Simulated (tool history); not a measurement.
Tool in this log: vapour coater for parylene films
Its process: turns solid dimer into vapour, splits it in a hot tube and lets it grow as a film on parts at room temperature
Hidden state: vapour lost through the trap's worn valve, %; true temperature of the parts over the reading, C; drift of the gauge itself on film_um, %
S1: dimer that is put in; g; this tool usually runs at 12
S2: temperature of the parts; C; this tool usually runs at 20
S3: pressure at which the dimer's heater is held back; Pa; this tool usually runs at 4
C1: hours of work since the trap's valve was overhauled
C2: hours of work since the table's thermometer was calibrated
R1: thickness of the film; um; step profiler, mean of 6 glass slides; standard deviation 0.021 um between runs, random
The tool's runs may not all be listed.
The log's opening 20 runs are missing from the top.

{"run": 21, "hour": 586.2, "S1": 19, "S2": 20, "S3": 4, "C1": 354, "C2": 538, "R1": 9.27}
{"run": 22, "hour": 622.1, "S1": 19, "S2": 20, "S3": 4, "C1": 374, "C2": 559, "R1": 9.27}
{"run": 23, "hour": 644.8, "S1": 7, "S2": 29, "S3": 3.53, "C1": 387, "C2": 572, "R1": 2.72}
{"run": 24, "hour": 672.6, "S1": 7, "S2": 29, "S3": 3.53, "C1": 403, "C2": 587, "R1": 2.75}
{"run": 25, "hour": 694.8, "S1": 7, "S2": 29, "S3": 3.53, "C1": 416, "C2": 600, "R1": 2.75}
{"run": 26, "hour": 713.8, "S1": 6, "S2": 15, "S3": 8.38, "C1": 426, "C2": 611, "R1": 2.83}
{"run": 27, "hour": 746.3, "S1": 8, "S2": 22, "S3": 4, "C1": 445, "C2": 629, "R1": 3.68}
{"run": 28, "hour": 782.2, "S1": 9, "S2": 15, "S3": 4, "C1": 465, "C2": 649, "R1": 5.06}
{"run": 29, "hour": 815.4, "S1": 9, "S2": 15, "S3": 4, "C1": 484, "C2": 668, "R1": 5.04}
{"run": 30, "hour": 833.1, "S1": 9, "S2": 15, "S3": 4, "C1": 494, "C2": 678, "R1": 5.04}
{"run": 31, "hour": 851.8, "S1": 6, "S2": 21, "S3": 4.2, "C1": 504, "C2": 689, "R1": 2.82}
{"run": 32, "hour": 874.3, "S1": 11, "S2": 20, "S3": 4.2, "C1": 517, "C2": 702, "R1": 5.33}

For run 33, what comes out?
{"run": 33, "hour": 895.7, "S1": 9, "S2": 25, "S3": 4.38, "C1": 529, "C2": 714, "R1": "?"}

{"run 33": {"R1": 3.72}}
Minus the tool's unlogged condition, the same run would have read R1 3.81 um.

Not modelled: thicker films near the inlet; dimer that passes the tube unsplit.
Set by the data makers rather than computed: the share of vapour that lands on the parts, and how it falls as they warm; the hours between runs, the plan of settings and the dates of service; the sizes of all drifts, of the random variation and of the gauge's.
